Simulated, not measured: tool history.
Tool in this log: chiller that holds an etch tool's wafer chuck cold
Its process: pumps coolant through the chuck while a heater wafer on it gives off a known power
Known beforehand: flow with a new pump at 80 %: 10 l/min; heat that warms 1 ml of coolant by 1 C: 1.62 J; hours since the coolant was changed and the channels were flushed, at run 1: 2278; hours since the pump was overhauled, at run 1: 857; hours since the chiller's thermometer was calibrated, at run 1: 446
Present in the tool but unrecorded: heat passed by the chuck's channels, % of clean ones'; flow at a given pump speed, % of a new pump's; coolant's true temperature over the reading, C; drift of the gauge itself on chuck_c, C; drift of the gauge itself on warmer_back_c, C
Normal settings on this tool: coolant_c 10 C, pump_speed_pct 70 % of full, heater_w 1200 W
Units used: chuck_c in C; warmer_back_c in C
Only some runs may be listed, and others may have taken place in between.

run      day  coolant_c  pump_speed_pct  heater_w  hours since the coolant was changed and the channels were flushed  hours since the pump was overhauled  hours since the chiller's thermometer was calibrated  chuck_c  warmer_back_c
  1    0.000         10              70      1200                                                               2278                                  857                                                   446     24.3           5.26
  2    4.479         10              70      1200                                                               2386                                  965                                                   554     24.3           5.19
  3   11.075         10              70      1200                                                               2544                                 1123                                                   712     24.4           5.25
  4   18.079         10              70      1200                                                               2712                                 1291                                                   880     24.3           5.24
  5   24.321         10              70      1200                                                               2862                                 1441                                                  1030     24.5           5.29
  6   30.625         10              70      1200                                                               3013                                 1592                                                  1181     24.6           5.36
  7   36.458         10              70      1200                                                               3153                                 1732                                                  1321     24.7           5.29
  8   41.146         10              70      1200                                                               3266                                 1845                                                  1434     24.8           5.31
  9   45.362         10              83      1200                                                               3367                                 1946                                                  1535     23.2           4.47
 10   51.050         10              83      1200                                                               3503                                 2083                                                  1671     23.4           4.50
 11   55.958         10              83      1200                                                               3621                                 2200                                                  1789     23.4           4.48
 12   58.988          1              70      1200                                                               3694                                 2273                                                  1862     16.1           5.37
 13   65.162          1              70      1200                                                               3842                                 2421                                                  2010     16.0           5.44
 14   71.725          1              70      1200                                                               4000                                 2579                                                  2167     16.2           5.40
 15   76.125         10              70      1200                                                               4105                                 2684                                                  2273     25.3           5.45
 16   80.338         10              70      1200                                                               4206                                 2785                                                  2374     25.3           5.51
      84.671  -- coolant changed, channels flushed
 17   86.325         10              70      1200                                                                 40                                 2923                                                  2512     23.4           5.42
 18   93.275          1              68      1200                                                                207                                 3090                                                  2679     14.8           5.69
 19   97.504          1              80      1200                                                                308                                 3191                                                  2780     13.5           4.70
 20  102.342         14              67      1200                                                                424                                 3307                                                  2896     28.0           5.75
     106.000  -- chiller's thermometer calibrated
 21  108.229          1              70      1200                                                                564                                 3448                                                    54     15.0           5.58
 22  111.112         11              70      1744                                                                634                                 3517                                                   123     31.3           8.00
 23  117.292         11              70      1744                                                                782                                 3665                                                   271     31.4           8.08
 24  122.725         10              84      1200                                                                912                                 3796                                                   401     22.5           4.58
 25  128.704         10              69      1245                                                               1056                                 3939                                                   545     24.6           5.91
 26  135.612         12              70      1473                                                               1222                                 4105                                                   711     29.4           6.91
 27  142.708         10              66      1200                                                               1392                                 4275                                                   881     24.8           6.00
 28  149.879         10              66      1200                                                               1564                                 4447                                                  1053     24.9           6.02
 29  156.000         11              61      1529                                                               1711                                 4594                                                  1200     31.1           8.30
 30  159.196         18              85       687                                                               1788                                 4671                                                  1277     25.1           2.71
 31  165.175         18              85       687                                                               1931                                 4814                                                  1420     25.4           2.67

Describe how what the log doesn't record of the tool's condition differs between the last listed run preceding each entry between runs and the first listed run following it.
Run 16 -> run 17: coolant changed, channels flushed (day 84.671)
  heat passed by the chuck's channels, % of clean ones': 85.6 -> 99.7; flow at a given pump speed, % of a new pump's: 94.5 -> 94.2; coolant's true temperature over the reading, C: -0.17 -> -0.18
  difference, measured minus the result without the unlogged condition, chuck_c: +2.0 -> +0.3 C; warmer_back_c: +0.30 -> +0.31 C
Run 20 -> run 21: chiller's thermometer calibrated (day 106.000)
  heat passed by the chuck's channels, % of clean ones': 98.4 -> 98; flow at a given pump speed, % of a new pump's: 93.5 -> 93.2; coolant's true temperature over the reading, C: -0.22 -> -0.1
  difference, measured minus the result without the unlogged condition, chuck_c: +0.5 -> +0.7 C; warmer_back_c: +0.37 -> +0.37 C
